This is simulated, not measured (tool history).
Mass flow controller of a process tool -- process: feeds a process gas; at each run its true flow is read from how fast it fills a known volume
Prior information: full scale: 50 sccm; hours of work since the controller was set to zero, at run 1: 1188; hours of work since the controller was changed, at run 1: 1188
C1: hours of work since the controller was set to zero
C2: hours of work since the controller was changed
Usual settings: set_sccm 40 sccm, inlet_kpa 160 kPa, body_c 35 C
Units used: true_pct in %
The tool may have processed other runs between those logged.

run 1 hour=0 | set_sccm=40 inlet_kpa=160 body_c=35 | C1=1188 C2=1188 | true_pct=99.73
run 2 hour=238.8 | set_sccm=40 inlet_kpa=160 body_c=35 | C1=1328 C2=1328 | true_pct=99.8
run 3 hour=596 | set_sccm=40 inlet_kpa=160 body_c=35 | C1=1537 C2=1537 | true_pct=99.91
run 4 hour=981.7 | set_sccm=40 inlet_kpa=160 body_c=35 | C1=1762 C2=1762 | true_pct=100.19
run 5 hour=1299.7 | set_sccm=40 inlet_kpa=160 body_c=35 | C1=1948 C2=1948 | true_pct=100
run 6 hour=1692.6 | set_sccm=40 inlet_kpa=205 body_c=35 | C1=2177 C2=2177 | true_pct=100.45
run 7 hour=1866.6 | set_sccm=40 inlet_kpa=205 body_c=35 | C1=2279 C2=2279 | true_pct=100.45
run 8 hour=2223.2 | set_sccm=40 inlet_kpa=205 body_c=34 | C1=2488 C2=2488 | true_pct=100.49
run 9 hour=2435.2 | set_sccm=40 inlet_kpa=205 body_c=34 | C1=2611 C2=2611 | true_pct=100.65
run 10 hour=2681.6 | set_sccm=40 inlet_kpa=160 body_c=35 | C1=2755 C2=2755 | true_pct=100.53
run 11 hour=2895 | set_sccm=10 inlet_kpa=160 body_c=35 | C1=2880 C2=2880 | true_pct=101.52
run 12 hour=3195.9 | set_sccm=19 inlet_kpa=160 body_c=35 | C1=3056 C2=3056 | true_pct=100.75
run 13 hour=3451.8 | set_sccm=19 inlet_kpa=160 body_c=35 | C1=3205 C2=3205 | true_pct=100.74
run 14 hour=3652.6 | set_sccm=19 inlet_kpa=160 body_c=35 | C1=3323 C2=3323 | true_pct=101.03
run 15 hour=3821.1 | set_sccm=19 inlet_kpa=160 body_c=35 | C1=3421 C2=3421 | true_pct=101.05
run 16 hour=4104 | set_sccm=19 inlet_kpa=160 body_c=35 | C1=3587 C2=3587 | true_pct=101.25
run 17 hour=4328.4 | set_sccm=19 inlet_kpa=160 body_c=35 | C1=3718 C2=3718 | true_pct=101.46
run 18 hour=4624.5 | set_sccm=19 inlet_kpa=160 body_c=35 | C1=3891 C2=3891 | true_pct=101.37
run 19 hour=5019.5 | set_sccm=34 inlet_kpa=160 body_c=35 | C1=4122 C2=4122 | true_pct=101.21
-- hour=5058.1 controller's zero set anew
run 20 hour=5338.6 | set_sccm=40 inlet_kpa=237 body_c=35 | C1=164 C2=4308 | true_pct=102.09
run 21 hour=5627.2 | set_sccm=40 inlet_kpa=237 body_c=35 | C1=333 C2=4476 | true_pct=101.93
run 22 hour=5910 | set_sccm=25 inlet_kpa=182 body_c=39 | C1=498 C2=4642 | true_pct=102.37
run 23 hour=6169 | set_sccm=14 inlet_kpa=172 body_c=36 | C1=649 C2=4793 | true_pct=103.98
run 24 hour=6407.6 | set_sccm=6 inlet_kpa=218 body_c=25 | C1=789 C2=4932 | true_pct=110.32
run 25 hour=6788.9 | set_sccm=6 inlet_kpa=218 body_c=25 | C1=1011 C2=5155 | true_pct=110.55
run 26 hour=6975.2 | set_sccm=6 inlet_kpa=218 body_c=25 | C1=1120 C2=5264 | true_pct=110.92
-- hour=7333.1 controller's zero set anew, once more
run 27 hour=7371.1 | set_sccm=40 inlet_kpa=240 body_c=33 | C1=22 C2=5495 | true_pct=101.08
run 28 hour=7708.3 | set_sccm=40 inlet_kpa=240 body_c=33 | C1=219 C2=5692 | true_pct=101.17
run 29 hour=8024.3 | set_sccm=29 inlet_kpa=229 body_c=35 | C1=404 C2=5877 | true_pct=100.77
run 30 hour=8317 | set_sccm=29 inlet_kpa=229 body_c=35 | C1=575 C2=6048 | true_pct=101.02
run 31 hour=8686.5 | set_sccm=29 inlet_kpa=229 body_c=35 | C1=791 C2=6264 | true_pct=101.17
run 32 hour=8953.6 | set_sccm=12 inlet_kpa=229 body_c=35 | C1=947 C2=6420 | true_pct=101.06
run 33 hour=9174 | set_sccm=28 inlet_kpa=160 body_c=30 | C1=1076 C2=6549 | true_pct=101.12
run 34 hour=9569.4 | set_sccm=49 inlet_kpa=160 body_c=35 | C1=1307 C2=6780 | true_pct=101.55
run 35 hour=9749.4 | set_sccm=49 inlet_kpa=160 body_c=35 | C1=1412 C2=6885 | true_pct=101.64
run 36 hour=9927.9 | set_sccm=7 inlet_kpa=254 body_c=32 | C1=1516 C2=6989 | true_pct=102.33
run 37 hour=10133.4 | set_sccm=25 inlet_kpa=144 body_c=35 | C1=1636 C2=7109 | true_pct=101.25
run 38 hour=10493.6 | set_sccm=25 inlet_kpa=156 body_c=35 | C1=1847 C2=7320 | true_pct=101.51

Here are 3 independent what-if runs from the current tool condition. What would each one return?
run A hour=10899.8 | set_sccm=40 inlet_kpa=160 body_c=22 | C1=2084 C2=7557 | true_pct=?
run B hour=10899.8 | set_sccm=13 inlet_kpa=209 body_c=36 | C1=2084 C2=7557 | true_pct=?
run C hour=10899.8 | set_sccm=45 inlet_kpa=190 body_c=35 | C1=2084 C2=7557 | true_pct=?

run=A true_pct=102.03
run=B true_pct=102
run=C true_pct=101.85
Had the tool no hidden state, the same runs would have come out as:
run=A true_pct=99.62
run=B true_pct=98.68
run=C true_pct=99.49
